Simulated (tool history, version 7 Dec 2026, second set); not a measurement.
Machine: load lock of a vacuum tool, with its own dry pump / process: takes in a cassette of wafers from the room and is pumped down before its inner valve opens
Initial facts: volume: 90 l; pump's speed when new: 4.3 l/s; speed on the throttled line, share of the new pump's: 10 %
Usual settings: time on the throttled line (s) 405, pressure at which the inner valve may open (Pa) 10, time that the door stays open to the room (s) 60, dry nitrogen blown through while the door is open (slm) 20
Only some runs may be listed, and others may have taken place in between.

| run | day | time on the throttled line (s) | pressure at which the inner valve may open (Pa) | time that the door stays open to the room (s) | dry nitrogen blown through while the door is open (slm) | incoming humidity of the room's air, % | time from the closed door until the inner valve may open (s) | rise of the pressure with all valves shut (Pa/min) |
|---|---|---|---|---|---|---|---|---|
| 1 | 0 | 405 | 10 | 60 | 20 | 41.8 | 555.3 | 0.014 |
| 2 | 3.879 | 405 | 10 | 60 | 20 | 44.7 | 557.5 | 0.022 |
| 3 | 7.825 | 405 | 10 | 60 | 20 | 43.6 | 556.1 | 0.019 |
| 4 | 10.65 | 405 | 10 | 60 | 20 | 41.9 | 550.6 | 0.018 |
| 5 | 14.4 | 405 | 10 | 60 | 20 | 45.2 | 556.7 | 0.01 |
| 6 | 18.129 | 405 | 10 | 60 | 20 | 46.3 | 560.1 | 0.021 |
| 7 | 22.012 | 405 | 10 | 60 | 20 | 42.4 | 559.6 | 0.014 |
| 8 | 25.988 | 405 | 10 | 40 | 20 | 47.8 | 558.4 | 0.012 |
| 9 | 28.254 | 405 | 10 | 40 | 20 | 44.3 | 548.1 | 0.017 |
| 10 | 31.392 | 405 | 10 | 68 | 20 | 42.7 | 552.8 | 0.019 |
| 11 | 35.204 | 405 | 10 | 68 | 20 | 47.8 | 557.9 | 0.024 |
| 12 | 39.046 | 405 | 10 | 68 | 20 | 45.9 | 560.7 | 0.019 |
| 13 | 42.142 | 405 | 10 | 68 | 20 | 48 | 555.7 | 0.019 |
| 14 | 45.117 | 405 | 16 | 60 | 20 | 42.4 | 550.4 | 0.016 |
| 15 | 47.379 | 405 | 16 | 60 | 20 | 42.8 | 543.7 | 0.012 |
| 16 | 50.321 | 405 | 16 | 60 | 20 | 45.7 | 551.1 | 0.014 |
| 17 | 53.879 | 405 | 16 | 60 | 20 | 48.1 | 550.3 | 0.015 |
| 18 | 57.946 | 405 | 16 | 60 | 20 | 43.9 | 552.6 | 0.021 |
| 19 | 60 | 405 | 16 | 60 | 4 | 45.6 | 550.2 | 0.044 |
| 20 | 64.117 | 632 | 15 | 173 | 5 | 44.2 | 748.1 | 0.075 |
| 21 | 66.888 | 780 | 9 | 176 | 29 | 43.9 | 896.5 | 0.027 |
| 22 | 71.112 | 780 | 9 | 184 | 29 | 43.4 | 898.5 | 0.018 |
| 23 | 74.6 | 780 | 9 | 184 | 29 | 46 | 904.2 | 0.021 |
| 24 | 77.488 | 405 | 10 | 206 | 20 | 46.6 | 554.3 | 0.044 |
| 25 | 80.3 | 405 | 10 | 206 | 20 | 48 | 556.5 | 0.048 |
| 26 | 82.275 | 405 | 10 | 206 | 20 | 47 | 555.9 | 0.045 |
| 27 | 85.112 | 718 | 9 | 60 | 45 | 46.1 | 829.6 | 0.007 |
| 28 | 88.979 | 718 | 9 | 60 | 45 | 42.3 | 847.1 | 0.013 |
| 29 | 90.925 | 492 | 9 | 181 | 7 | 45.1 | 637.7 | 0.074 |
| 30 | 92.95 | 405 | 18 | 60 | 11 | 49.4 | 542.8 | 0.028 |
| 31 | 96.075 | 405 | 18 | 60 | 11 | 43.4 | 549 | 0.025 |
| 32 | 99.171 | 656 | 16 | 146 | 9 | 43.5 | 768.7 | 0.052 |
| 33 | 102.067 | 405 | 12 | 26 | 20 | 40.4 | 549.8 | 0.01 |
| 34 | 104.667 | 500 | 10 | 60 | 6 | 42.2 | 644.5 | 0.032 |
| 35 | 106.925 | 500 | 10 | 60 | 6 | 47.3 | 632.5 | 0.037 |
| 36 | 109.929 | 500 | 10 | 60 | 6 | 44.7 | 636 | 0.034 |
| 37 | 112.329 | 500 | 10 | 60 | 6 | 45.8 | 640.3 | 0.034 |
| 38 | 116.162 | 538 | 17 | 60 | 7 | 42.5 | 668.9 | 0.034 |

Predict each of these 3 candidate next runs independently; none follows another, all start after run 38:
| A | 118.142 | 359 | 10 | 60 | 7 | 44.8 | ? | ? |
| B | 118.142 | 538 | 7 | 60 | 7 | 45.2 | ? | ? |
| C | 118.142 | 405 | 10 | 60 | 5 | 46.9 | ? | ? |

| run | time from the closed door until the inner valve may open (s) | rise of the pressure with all valves shut (Pa/min) |
|---|---|---|
| A | 511.7 | 0.038 |
| B | 683.5 | 0.035 |
| C | 555.8 | 0.037 |
Without the tool's hidden state the same runs would have given:
| run | time from the closed door until the inner valve may open (s) | rise of the pressure with all valves shut (Pa/min) |
|---|---|---|
| A | 511.7 | 0.038 |
| B | 683.5 | 0.035 |
| C | 555.7 | 0.037 |
